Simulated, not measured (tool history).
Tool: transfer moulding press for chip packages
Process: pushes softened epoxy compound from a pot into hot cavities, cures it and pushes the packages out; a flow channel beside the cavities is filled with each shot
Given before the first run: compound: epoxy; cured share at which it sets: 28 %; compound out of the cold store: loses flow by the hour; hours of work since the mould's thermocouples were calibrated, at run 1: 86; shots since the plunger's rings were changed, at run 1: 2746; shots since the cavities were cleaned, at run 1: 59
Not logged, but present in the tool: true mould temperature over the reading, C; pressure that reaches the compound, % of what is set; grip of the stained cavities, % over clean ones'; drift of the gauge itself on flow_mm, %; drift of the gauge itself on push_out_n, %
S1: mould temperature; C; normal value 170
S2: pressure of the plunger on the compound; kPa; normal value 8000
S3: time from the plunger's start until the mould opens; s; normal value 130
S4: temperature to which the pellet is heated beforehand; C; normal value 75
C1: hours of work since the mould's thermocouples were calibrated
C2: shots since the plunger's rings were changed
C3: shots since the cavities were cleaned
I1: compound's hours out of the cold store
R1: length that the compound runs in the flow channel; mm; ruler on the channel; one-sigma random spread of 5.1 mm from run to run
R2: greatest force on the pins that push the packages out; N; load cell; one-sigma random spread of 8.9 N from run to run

run   hour   S1    S2   S3  S4   C1    C2   C3    I1   R1   R2
  1    0.0  170  8000  130  75   86  2746   59  36.2  684  431
  2   10.7  170  8000  130  75   93  2842  155  25.0  742  486
  3   19.0  170  8000  130  75   98  2916  229  20.5  768  496
  4   34.3  170  8000  130  75  108  3053  366  10.4  803  549
  5   42.0  170  8000  130  75  113  3122  435  34.1  691  537
  6   54.8  170  8000  130  75  121  3236  549  24.9  744  572
  7   64.4  170  8000  130  75  128  3322  635  37.0  674  566
      80.8  -- cavities cleaned with cleaning compound and waxed
  8   81.6  170  8000  130  75  138  3463    8   9.6  811  426
      96.4  -- plunger's sealing rings changed
  9  101.1  170  8000  130  75  148    42  160  43.6  690  470
 10  118.4  170  8000  139  75  160   197  315  46.9  670  468
 11  130.7  170  8000  130  75  167   306  424  24.9  780  550
 12  142.3  170  8000  130  75  175   410  528  38.8  712  558
     145.2  -- mould's thermocouples calibrated
 13  160.6  170  8000  130  75   10   557  675  21.4  790  573
 14  169.7  170  8000  130  75   16   638  756  27.0  761  594
     172.7  -- cavities cleaned with cleaning compound and waxed
 15  186.5  170  8000  130  75   25   775  124   8.2  867  457
     205.5  -- mould's thermocouples calibrated, once more
 16  205.5  170  8000  130  75    0   927  276  28.1  750  504
 17  215.9  166  9260  130  75    7  1020  369  12.0  913  623
 18  225.1  166  7650  117  80   13  1102  451  26.3  757  749
 19  237.0  175  8000  137  75   20  1209  558  17.9  782  522
 20  249.5  170  8000  158  75   28  1320  669  44.3  667  524
     262.6  -- cavities cleaned with cleaning compound and waxed
 21  264.9  162  8000  130  78   37  1446   22  13.7  854  664
 22  283.0  162  8000  128  70   49  1607  183  27.6  771  767
 23  299.3  170  7010  122  84   59  1753  329  22.0  728  543
 24  310.6  170  7010  122  84   66  1854  430  16.5  742  555
 25  322.4  170  7010  122  76   74  1960  536  28.9  690  591
 26  334.9  170  9160  132  75   82  2072  648  30.4  777  563
 27  347.5  170  9550  116  75   90  2185  761  38.0  757  625
     349.9  -- cavities cleaned with cleaning compound and waxed
 28  357.9  170  8000  132  75   96  2264   72   8.9  849  452
 29  375.5  170  8000  132  75  107  2421  229  17.2  795  472

Describe how what the log doesn't record of the tool's condition differs between the last listed run preceding each entry between runs and the first listed run following it.
After run 7, before run 8: cavities cleaned with cleaning compound and waxed (hour 80.8)
  true mould temperature over the reading, C: -0.36 -> -0.37; pressure that reaches the compound, % of what is set: 90.39 -> 90.01; grip of the stained cavities, % over clean ones': 41.3 -> 2.4
  what was measured, less what the result would be without the hidden state, R1: -34 -> -42 mm; R2: +171 -> +15 N
After run 8, before run 9: plunger's sealing rings changed (hour 96.4)
  true mould temperature over the reading, C: -0.37 -> -0.39; pressure that reaches the compound, % of what is set: 90.01 -> 99.84; grip of the stained cavities, % over clean ones': 2.4 -> 15.9
  what was measured, less what the result would be without the hidden state, R1: -42 -> +1 mm; R2: +15 -> +68 N
After run 12, before run 13: mould's thermocouples calibrated (hour 145.2)
  true mould temperature over the reading, C: -0.44 -> -0.55; pressure that reaches the compound, % of what is set: 98.81 -> 98.38; grip of the stained cavities, % over clean ones': 36.7 -> 42.6
  what was measured, less what the result would be without the hidden state, R1: -3 -> -5 mm; R2: +152 -> +176 N
After run 14, before run 15: cavities cleaned with cleaning compound and waxed (hour 172.7)
  true mould temperature over the reading, C: -0.56 -> -0.58; pressure that reaches the compound, % of what is set: 98.16 -> 97.78; grip of the stained cavities, % over clean ones': 45.1 -> 12.1
  what was measured, less what the result would be without the hidden state, R1: -5 -> -7 mm; R2: +192 -> +57 N
After run 15, before run 16: mould's thermocouples calibrated, once more (hour 205.5)
  true mould temperature over the reading, C: -0.58 -> 0.06; pressure that reaches the compound, % of what is set: 97.78 -> 97.37; grip of the stained cavities, % over clean ones': 12.1 -> 23
  what was measured, less what the result would be without the hidden state, R1: -7 -> -10 mm; R2: +57 -> +94 N
After run 20, before run 21: cavities cleaned with cleaning compound and waxed (hour 262.6)
  true mould temperature over the reading, C: 0.01 -> 0; pressure that reaches the compound, % of what is set: 96.3 -> 95.98; grip of the stained cavities, % over clean ones': 41.6 -> 3.2
  what was measured, less what the result would be without the hidden state, R1: -12 -> -17 mm; R2: +154 -> +20 N
After run 27, before run 28: cavities cleaned with cleaning compound and waxed (hour 349.9)
  true mould temperature over the reading, C: -0.09 -> -0.1; pressure that reaches the compound, % of what is set: 94.01 -> 93.8; grip of the stained cavities, % over clean ones': 45 -> 8.8
  what was measured, less what the result would be without the hidden state, R1: -24 -> -27 mm; R2: +197 -> +37 N

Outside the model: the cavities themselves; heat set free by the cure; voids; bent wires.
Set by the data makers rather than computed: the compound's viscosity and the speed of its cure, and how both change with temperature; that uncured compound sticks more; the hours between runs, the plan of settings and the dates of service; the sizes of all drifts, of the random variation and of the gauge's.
